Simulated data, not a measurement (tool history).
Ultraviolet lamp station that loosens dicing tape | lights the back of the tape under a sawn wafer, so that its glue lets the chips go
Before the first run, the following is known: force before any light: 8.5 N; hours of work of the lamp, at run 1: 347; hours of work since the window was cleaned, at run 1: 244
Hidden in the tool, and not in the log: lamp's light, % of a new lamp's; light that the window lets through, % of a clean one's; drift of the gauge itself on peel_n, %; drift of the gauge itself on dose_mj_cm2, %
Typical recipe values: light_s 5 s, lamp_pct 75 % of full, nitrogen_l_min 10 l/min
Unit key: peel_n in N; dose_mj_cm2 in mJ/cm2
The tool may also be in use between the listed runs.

run,hour,light_s,lamp_pct,nitrogen_l_min,hours of work of the lamp,hours of work since the window was cleaned,peel_n,dose_mj_cm2
1,0,5,75,10,347,244,1.393,426
2,47.2,5,75,6,366,263,1.901,416
3,105.6,5,75,6,390,287,1.932,413
4,147.3,5,75,10,407,304,1.545,402
5,177.6,5,75,19,419,316,1.111,403
6,204.5,5,75,19,430,327,1.101,392
# hour 241.3: window cleaned of glue's vapour
7,244.6,4,75,10,446,1,1.641,383
8,303.6,5,75,10,470,25,1.168,472
9,335.8,5,75,10,483,38,1.222,469
10,369.9,5,75,10,497,52,1.208,468
11,400.2,5,75,18,510,65,0.885,463
12,451.6,5,61,18,531,86,1.288,364
13,501.1,5,61,6,551,106,2.29,361
14,539.4,5,61,6,566,121,2.384,359
15,598.3,5,72,10,590,145,1.468,406
16,637,5,72,10,606,161,1.534,403
17,696.3,5,72,10,630,185,1.548,403
18,738.5,5,75,10,647,202,1.536,405
19,796.8,5,75,10,671,226,1.497,398
20,827.4,5,75,10,684,239,1.577,398
21,889.9,5,75,10,709,264,1.614,388
22,951,5,73,10,734,289,1.751,367
23,999.5,5,73,10,754,309,1.844,358
24,1025.5,8,75,6,764,319,1.119,592
25,1078.9,8,75,6,786,341,1.123,580
# hour 1084.3: window cleaned of glue's vapour
26,1140.9,8,75,6,811,23,0.845,689
27,1197.4,8,75,6,834,46,0.826,679
28,1247.2,8,72,6,854,66,0.964,633
29,1273.2,3,75,13,865,77,2.746,248
30,1317.8,3,82,6,883,95,3.124,266
31,1373.4,3,82,6,906,118,3.22,261
32,1431.1,3,82,6,929,141,3.474,256
33,1480,3,75,12,949,161,2.955,232
34,1515.8,3,75,12,964,176,2.952,223
35,1545.6,10,75,20,976,188,0.33,751
36,1577.5,2,75,10,989,201,4.278,149
37,1630.9,3,99,16,1010,222,2.016,286
38,1688.2,3,99,16,1034,246,2.038,283
39,1738.1,3,99,16,1054,266,2.073,282
40,1765.8,3,99,16,1065,277,2.141,274
41,1794,5,67,5,1077,289,2.94,306
42,1822.5,5,67,5,1088,300,3.025,304
43,1873.4,4,63,6,1109,321,3.785,226
# hour 1923.5: window cleaned of glue's vapour
44,1936.1,6,67,16,1134,5,1.012,422

Here are 3 independent what-if runs from the current tool condition. What would each one return?
A,1967,6,69,4,1147,18,?,?
B,1967,4,91,9,1147,18,?,?
C,1967,2,78,11,1147,18,?,?

run,peel_n,dose_mj_cm2
A,2.315,434
B,1.819,380
C,3.952,167
Without the tool's hidden state the same runs would have given:
run,peel_n,dose_mj_cm2
A,1.45,599
B,1.067,526
C,2.997,229

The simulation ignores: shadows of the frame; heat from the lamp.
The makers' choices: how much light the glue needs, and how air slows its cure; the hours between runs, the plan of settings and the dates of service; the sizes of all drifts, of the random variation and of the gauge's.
